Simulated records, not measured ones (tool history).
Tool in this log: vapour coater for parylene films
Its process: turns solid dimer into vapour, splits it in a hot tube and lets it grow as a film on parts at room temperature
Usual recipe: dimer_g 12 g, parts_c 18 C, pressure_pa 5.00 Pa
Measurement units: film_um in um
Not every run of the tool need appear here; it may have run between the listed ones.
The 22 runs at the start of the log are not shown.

{"run": 23, "hour": 375.0, "dimer_g": 12, "parts_c": 18, "pressure_pa": 5.0, "film_um": 3.61}
{"run": 24, "hour": 387.6, "dimer_g": 20, "parts_c": 18, "pressure_pa": 5.0, "film_um": 6.08}
{"run": 25, "hour": 401.2, "dimer_g": 20, "parts_c": 18, "pressure_pa": 5.0, "film_um": 6.0}
{"run": 26, "hour": 410.9, "dimer_g": 20, "parts_c": 18, "pressure_pa": 5.0, "film_um": 5.99}
{"run": 27, "hour": 424.6, "dimer_g": 12, "parts_c": 18, "pressure_pa": 4.65, "film_um": 3.61}
{"run": 28, "hour": 448.1, "dimer_g": 12, "parts_c": 11, "pressure_pa": 10.26, "film_um": 3.39}
{"run": 29, "hour": 457.7, "dimer_g": 12, "parts_c": 14, "pressure_pa": 9.25, "film_um": 3.34}
{"run": 30, "hour": 476.2, "dimer_g": 12, "parts_c": 26, "pressure_pa": 5.0, "film_um": 3.07}
{"run": 31, "hour": 492.7, "dimer_g": 12, "parts_c": 16, "pressure_pa": 8.14, "film_um": 3.28}
{"run": 32, "hour": 502.7, "dimer_g": 9, "parts_c": 16, "pressure_pa": 8.14, "film_um": 2.42}
{"run": 33, "hour": 515.6, "dimer_g": 11, "parts_c": 11, "pressure_pa": 3.23, "film_um": 3.97}
{"run": 34, "hour": 537.0, "dimer_g": 10, "parts_c": 11, "pressure_pa": 3.23, "film_um": 3.61}
{"run": 35, "hour": 553.1, "dimer_g": 11, "parts_c": 10, "pressure_pa": 3.23, "film_um": 4.0}
{"run": 36, "hour": 565.1, "dimer_g": 14, "parts_c": 23, "pressure_pa": 5.0, "film_um": 3.73}
{"run": 37, "hour": 584.8, "dimer_g": 14, "parts_c": 23, "pressure_pa": 5.0, "film_um": 3.76}
{"run": 38, "hour": 600.5, "dimer_g": 7, "parts_c": 25, "pressure_pa": 6.22, "film_um": 1.73}
{"run": 39, "hour": 613.8, "dimer_g": 7, "parts_c": 25, "pressure_pa": 5.75, "film_um": 1.77}
{"run": 40, "hour": 624.2, "dimer_g": 7, "parts_c": 29, "pressure_pa": 5.0, "film_um": 1.7}
{"run": 41, "hour": 643.6, "dimer_g": 6, "parts_c": 26, "pressure_pa": 6.6, "film_um": 1.4}
{"run": 42, "hour": 662.3, "dimer_g": 11, "parts_c": 13, "pressure_pa": 4.64, "film_um": 3.48}
{"run": 43, "hour": 682.7, "dimer_g": 11, "parts_c": 13, "pressure_pa": 4.64, "film_um": 3.49}
{"run": 44, "hour": 703.4, "dimer_g": 12, "parts_c": 18, "pressure_pa": 7.9, "film_um": 3.09}
{"run": 45, "hour": 721.4, "dimer_g": 12, "parts_c": 18, "pressure_pa": 7.9, "film_um": 3.12}
{"run": 46, "hour": 743.2, "dimer_g": 8, "parts_c": 18, "pressure_pa": 7.9, "film_um": 2.05}

Here are 3 independent what-if runs from the current tool condition. What would each one return?
{"run": "A", "hour": 765.4, "dimer_g": 16, "parts_c": 17, "pressure_pa": 3.16, "film_um": "?"}
{"run": "B", "hour": 765.4, "dimer_g": 5, "parts_c": 18, "pressure_pa": 7.9, "film_um": "?"}
{"run": "C", "hour": 765.4, "dimer_g": 8, "parts_c": 18, "pressure_pa": 4.26, "film_um": "?"}

run=A film_um=5.08
run=B film_um=1.27
run=C film_um=2.32
Take away the tool's hidden state, keep each run's random variation, and the runs would have read:
run=A film_um=5.45
run=B film_um=1.36
run=C film_um=2.49

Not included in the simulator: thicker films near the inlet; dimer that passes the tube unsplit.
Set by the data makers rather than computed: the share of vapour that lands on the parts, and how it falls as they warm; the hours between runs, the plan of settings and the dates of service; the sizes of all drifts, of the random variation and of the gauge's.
